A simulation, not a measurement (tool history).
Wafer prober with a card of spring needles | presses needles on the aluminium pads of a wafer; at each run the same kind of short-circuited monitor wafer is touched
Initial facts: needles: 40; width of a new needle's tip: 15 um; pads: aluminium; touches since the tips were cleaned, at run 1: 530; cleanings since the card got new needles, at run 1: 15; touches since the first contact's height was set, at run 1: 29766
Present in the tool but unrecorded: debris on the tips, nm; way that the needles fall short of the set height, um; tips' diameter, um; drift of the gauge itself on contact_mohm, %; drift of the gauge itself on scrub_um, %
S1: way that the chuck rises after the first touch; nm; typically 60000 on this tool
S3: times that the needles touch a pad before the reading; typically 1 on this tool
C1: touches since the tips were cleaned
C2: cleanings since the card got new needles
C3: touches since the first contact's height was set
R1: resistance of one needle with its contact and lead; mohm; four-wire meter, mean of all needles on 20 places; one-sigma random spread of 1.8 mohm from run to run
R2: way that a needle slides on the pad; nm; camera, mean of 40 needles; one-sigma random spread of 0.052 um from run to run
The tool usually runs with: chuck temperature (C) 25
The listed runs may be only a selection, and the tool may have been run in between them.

Run 1, day 0.000: usual settings; C1 530; C2 15; C3 29766. Result: R1 195 mohm, R2 15900 nm.
At day 0.075: tips cleaned on abrasive film.
At day 0.175: tips cleaned on abrasive film.
At day 0.300: tips cleaned on abrasive film.
At day 0.400: tips cleaned on abrasive film.
At day 0.525: tips cleaned on abrasive film.
At day 0.625: tips cleaned on abrasive film.
At day 0.750: tips cleaned on abrasive film.
At day 0.850: tips cleaned on abrasive film.
At day 0.975: tips cleaned on abrasive film.
At day 1.100: tips cleaned on abrasive film.
At day 1.200: tips cleaned on abrasive film.
At day 1.321: tips cleaned on abrasive film.
At day 1.421: tips cleaned on abrasive film.
At day 1.546: tips cleaned on abrasive film.
At day 1.646: tips cleaned on abrasive film.
At day 1.771: tips cleaned on abrasive film.
At day 1.871: tips cleaned on abrasive film.
At day 1.971: tips cleaned on abrasive film.
At day 2.096: tips cleaned on abrasive film.
At day 2.196: tips cleaned on abrasive film.
Run 2, day 2.200: usual settings; C1 37; C2 35; C3 66558. Result: R1 190 mohm, R2 15430 nm.
At day 2.300: tips cleaned on abrasive film.
At day 2.421: tips cleaned on abrasive film.
At day 2.525: tips cleaned on abrasive film.
At day 2.646: tips cleaned on abrasive film.
At day 2.746: tips cleaned on abrasive film.
At day 2.871: tips cleaned on abrasive film.
At day 2.971: tips cleaned on abrasive film.
At day 3.096: tips cleaned on abrasive film.
At day 3.221: tips cleaned on abrasive film.
At day 3.346: tips cleaned on abrasive film.
At day 3.471: tips cleaned on abrasive film.
At day 3.592: tips cleaned on abrasive film.
Run 3, day 3.650: usual settings; C1 1018; C2 47; C3 90966. Result: R1 207 mohm, R2 15160 nm.
At day 3.704: tips cleaned on abrasive film.
At day 3.804: tips cleaned on abrasive film.
At day 3.904: tips cleaned on abrasive film.
At day 4.004: tips cleaned on abrasive film.
At day 4.129: tips cleaned on abrasive film.
At day 4.229: tips cleaned on abrasive film.
At day 4.354: tips cleaned on abrasive film.
At day 4.475: tips cleaned on abrasive film.
At day 4.600: tips cleaned on abrasive film.
At day 4.700: tips cleaned on abrasive film.
At day 4.825: tips cleaned on abrasive film.
At day 4.925: tips cleaned on abrasive film.
At day 4.962: height of the first contact set anew.
At day 5.062: tips cleaned on abrasive film.
At day 5.188: tips cleaned on abrasive film.
At day 5.312: tips cleaned on abrasive film.
At day 5.412: tips cleaned on abrasive film.
At day 5.538: tips cleaned on abrasive film.
At day 5.638: tips cleaned on abrasive film.
At day 5.758: tips cleaned on abrasive film.
At day 5.858: tips cleaned on abrasive film.
At day 5.983: tips cleaned on abrasive film.
At day 6.108: tips cleaned on abrasive film.
Run 4, day 6.117: usual settings; C1 137; C2 69; C3 19349. Result: R1 192 mohm, R2 15900 nm.
At day 6.217: tips cleaned on abrasive film.
At day 6.317: tips cleaned on abrasive film.
At day 6.442: tips cleaned on abrasive film.
At day 6.542: tips cleaned on abrasive film.
At day 6.667: tips cleaned on abrasive film.
At day 6.767: tips cleaned on abrasive film.
At day 6.867: tips cleaned on abrasive film.
At day 6.917: tips cleaned on abrasive film, once more.
At day 7.017: tips cleaned on abrasive film.
At day 7.117: tips cleaned on abrasive film.
At day 7.242: tips cleaned on abrasive film.
At day 7.367: tips cleaned on abrasive film.
At day 7.467: tips cleaned on abrasive film.
At day 7.592: tips cleaned on abrasive film.
At day 7.717: tips cleaned on abrasive film.
Run 5, day 7.788: usual settings; C1 1266; C2 84; C3 47343. Result: R1 209 mohm, R2 15630 nm.
At day 7.838: tips cleaned on abrasive film.
At day 7.962: tips cleaned on abrasive film.
At day 8.088: tips cleaned on abrasive film.
At day 8.188: tips cleaned on abrasive film.
At day 8.312: tips cleaned on abrasive film.
At day 8.412: tips cleaned on abrasive film.
At day 8.538: tips cleaned on abrasive film.
At day 8.638: tips cleaned on abrasive film.
At day 8.762: tips cleaned on abrasive film.
At day 8.883: tips cleaned on abrasive film.
At day 9.008: tips cleaned on abrasive film.
At day 9.108: tips cleaned on abrasive film.
At day 9.233: tips cleaned on abrasive film.
At day 9.358: tips cleaned on abrasive film.
At day 9.483: tips cleaned on abrasive film.
At day 9.604: tips cleaned on abrasive film.
At day 9.708: tips cleaned on abrasive film.
At day 9.829: tips cleaned on abrasive film.
Run 6, day 9.917: usual settings; C1 1503; C2 102; C3 83073. Result: R1 214 mohm, R2 15320 nm.
At day 9.946: tips cleaned on abrasive film.
At day 10.071: tips cleaned on abrasive film.
At day 10.192: tips cleaned on abrasive film.
At day 10.296: tips cleaned on abrasive film.
At day 10.396: tips cleaned on abrasive film.
At day 10.517: tips cleaned on abrasive film.
At day 10.642: tips cleaned on abrasive film.
At day 10.767: tips cleaned on abrasive film.
At day 10.892: tips cleaned on abrasive film.
At day 11.017: tips cleaned on abrasive film.
At day 11.117: tips cleaned on abrasive film.
At day 11.238: tips cleaned on abrasive film.
Run 7, day 11.333: usual settings; C1 1641; C2 114; C3 106850. Result: R1 216 mohm, R2 15170 nm.
At day 11.362: tips cleaned on abrasive film.
At day 11.488: tips cleaned on abrasive film.
At day 11.588: tips cleaned on abrasive film.
At day 11.696: height of the first contact set anew.
At day 11.725: tips cleaned on abrasive film.
At day 11.825: tips cleaned on abrasive film.
At day 11.946: tips cleaned on abrasive film.
At day 12.071: tips cleaned on abrasive film.
At day 12.196: tips cleaned on abrasive film.
At day 12.321: tips cleaned on abrasive film.
At day 12.421: tips cleaned on abrasive film.
At day 12.546: tips cleaned on abrasive film.
At day 12.671: tips cleaned on abrasive film.
At day 12.792: tips cleaned on abrasive film.
At day 12.917: tips cleaned on abrasive film.
At day 13.017: tips cleaned on abrasive film.
At day 13.142: tips cleaned on abrasive film.
At day 13.267: tips cleaned on abrasive film.
At day 13.392: tips cleaned on abrasive film.
At day 13.512: tips cleaned on abrasive film.
At day 13.612: tips cleaned on abrasive film.
At day 13.738: tips cleaned on abrasive film.
Run 8, day 13.742: usual settings but chuck temperature (C) 57, S3 3; C1 34; C2 135; C3 34282. Result: R1 201 mohm, R2 15830 nm.
At day 13.842: tips cleaned on abrasive film.
At day 13.942: tips cleaned on abrasive film.
At day 14.067: tips cleaned on abrasive film.
At day 14.167: tips cleaned on abrasive film.
At day 14.292: tips cleaned on abrasive film.
At day 14.412: tips cleaned on abrasive film.
At day 14.538: tips cleaned on abrasive film.
At day 14.662: tips cleaned on abrasive film.
At day 14.762: tips cleaned on abrasive film.
At day 14.862: tips cleaned on abrasive film.
At day 14.962: tips cleaned on abrasive film.
At day 15.088: tips cleaned on abrasive film.
At day 15.188: tips cleaned on abrasive film.
At day 15.288: tips cleaned on abrasive film.
Run 9, day 15.288: usual settings but chuck temperature (C) 42, S3 3; C1 0; C2 149; C3 60207. Result: R1 197 mohm, R2 15580 nm.
At day 15.412: tips cleaned on abrasive film.
At day 15.512: tips cleaned on abrasive film.
At day 15.612: tips cleaned on abrasive film.
At day 15.738: tips cleaned on abrasive film.
At day 15.838: tips cleaned on abrasive film.
At day 15.962: tips cleaned on abrasive film.
At day 16.088: tips cleaned on abrasive film.
At day 16.188: tips cleaned on abrasive film.
At day 16.312: tips cleaned on abrasive film.
At day 16.433: tips cleaned on abrasive film.
At day 16.533: tips cleaned on abrasive film.
At day 16.658: tips cleaned on abrasive film.
At day 16.783: tips cleaned on abrasive film.
At day 16.883: tips cleaned on abrasive film.
At day 17.008: tips cleaned on abrasive film.
At day 17.133: tips cleaned on abrasive film.
Run 10, day 17.225: usual settings but chuck temperature (C) 42, S3 3; C1 1614; C2 165; C3 92719. Result: R1 205 mohm, R2 15280 nm.
At day 17.254: tips cleaned on abrasive film.
At day 17.379: tips cleaned on abrasive film.
At day 17.479: tips cleaned on abrasive film.
At day 17.579: tips cleaned on abrasive film.
At day 17.700: tips cleaned on abrasive film.
At day 17.804: tips cleaned on abrasive film.
At day 17.925: tips cleaned on abrasive film.
At day 18.025: tips cleaned on abrasive film.
At day 18.125: tips cleaned on abrasive film.
At day 18.250: tips cleaned on abrasive film.
At day 18.350: tips cleaned on abrasive film.
At day 18.412: height of the first contact set anew.
At day 18.488: tips cleaned on abrasive film.
At day 18.612: tips cleaned on abrasive film.
At day 18.738: tips cleaned on abrasive film.
At day 18.838: tips cleaned on abrasive film.
At day 18.962: tips cleaned on abrasive film.
At day 19.062: tips cleaned on abrasive film.
At day 19.183: tips cleaned on abrasive film.
At day 19.308: tips cleaned on abrasive film.
At day 19.433: tips cleaned on abrasive film.
At day 19.533: tips cleaned on abrasive film.
At day 19.658: tips cleaned on abrasive film.
At day 19.758: tips cleaned on abrasive film.
At day 19.883: tips cleaned on abrasive film.
Run 11, day 19.921: usual settings but chuck temperature (C) 42, S3 3; C1 697; C2 189; C3 25338. Result: R1 201 mohm, R2 15890 nm.
At day 20.000: tips cleaned on abrasive film.
At day 20.125: tips cleaned on abrasive film.
At day 20.246: tips cleaned on abrasive film.
At day 20.346: tips cleaned on abrasive film.
At day 20.471: tips cleaned on abrasive film.
At day 20.596: tips cleaned on abrasive film.
At day 20.721: tips cleaned on abrasive film.
At day 20.821: tips cleaned on abrasive film.
At day 20.946: tips cleaned on abrasive film.
At day 21.046: tips cleaned on abrasive film.
At day 21.146: tips cleaned on abrasive film.
At day 21.246: tips cleaned on abrasive film.
At day 21.371: tips cleaned on abrasive film.
At day 21.471: tips cleaned on abrasive film.
At day 21.592: tips cleaned on abrasive film.
At day 21.717: tips cleaned on abrasive film.
At day 21.817: tips cleaned on abrasive film.
At day 21.942: tips cleaned on abrasive film.
At day 22.042: tips cleaned on abrasive film.
At day 22.142: tips cleaned on abrasive film.
Run 12, day 22.154: usual settings but chuck temperature (C) 42, S3 3; C1 225; C2 209; C3 62734. Result: R1 197 mohm, R2 15600 nm.

Predict each of these 3 candidate next runs independently; none follows another, all start after run 12:
At day 22.254: tips cleaned on abrasive film.
At day 22.379: tips cleaned on abrasive film.
At day 22.479: tips cleaned on abrasive film.
At day 22.604: tips cleaned on abrasive film.
At day 22.729: tips cleaned on abrasive film.
At day 22.854: tips cleaned on abrasive film.
At day 22.954: tips cleaned on abrasive film.
At day 23.054: tips cleaned on abrasive film.
At day 23.179: tips cleaned on abrasive film.
At day 23.279: tips cleaned on abrasive film.
At day 23.400: tips cleaned on abrasive film.
At day 23.504: tips cleaned on abrasive film.
At day 23.625: tips cleaned on abrasive film.
At day 23.750: tips cleaned on abrasive film.
At day 23.875: tips cleaned on abrasive film.
At day 23.975: tips cleaned on abrasive film.
At day 24.075: tips cleaned on abrasive film.
At day 24.175: tips cleaned on abrasive film.
Run A, day 24.267: usual settings but chuck temperature (C) 42, S3 2; C1 1620; C2 227; C3 98185. Result: R1 ?, R2 ?.
At day 22.254: tips cleaned on abrasive film.
At day 22.379: tips cleaned on abrasive film.
At day 22.479: tips cleaned on abrasive film.
At day 22.604: tips cleaned on abrasive film.
At day 22.729: tips cleaned on abrasive film.
At day 22.854: tips cleaned on abrasive film.
At day 22.954: tips cleaned on abrasive film.
At day 23.054: tips cleaned on abrasive film.
At day 23.179: tips cleaned on abrasive film.
At day 23.279: tips cleaned on abrasive film.
At day 23.400: tips cleaned on abrasive film.
At day 23.504: tips cleaned on abrasive film.
At day 23.625: tips cleaned on abrasive film.
At day 23.750: tips cleaned on abrasive film.
At day 23.875: tips cleaned on abrasive film.
At day 23.975: tips cleaned on abrasive film.
At day 24.075: tips cleaned on abrasive film.
At day 24.175: tips cleaned on abrasive film.
Run B, day 24.267: usual settings but chuck temperature (C) 110, S3 2; C1 1620; C2 227; C3 98185. Result: R1 ?, R2 ?.
At day 22.254: tips cleaned on abrasive film.
At day 22.379: tips cleaned on abrasive film.
At day 22.479: tips cleaned on abrasive film.
At day 22.604: tips cleaned on abrasive film.
At day 22.729: tips cleaned on abrasive film.
At day 22.854: tips cleaned on abrasive film.
At day 22.954: tips cleaned on abrasive film.
At day 23.054: tips cleaned on abrasive film.
At day 23.179: tips cleaned on abrasive film.
At day 23.279: tips cleaned on abrasive film.
At day 23.400: tips cleaned on abrasive film.
At day 23.504: tips cleaned on abrasive film.
At day 23.625: tips cleaned on abrasive film.
At day 23.750: tips cleaned on abrasive film.
At day 23.875: tips cleaned on abrasive film.
At day 23.975: tips cleaned on abrasive film.
At day 24.075: tips cleaned on abrasive film.
At day 24.175: tips cleaned on abrasive film.
Run C, day 24.267: usual settings but S1 54000 nm, chuck temperature (C) 54, S3 2; C1 1620; C2 227; C3 98185. Result: R1 ?, R2 ?.

run   R1     R2
  A  217  15320
  B  229  15310
  C  228  13660
Stripped of hidden state, with their random variation kept, the same runs would have yielded:
run   R1     R2
  A  192  16160
  B  205  16150
  C  198  14510
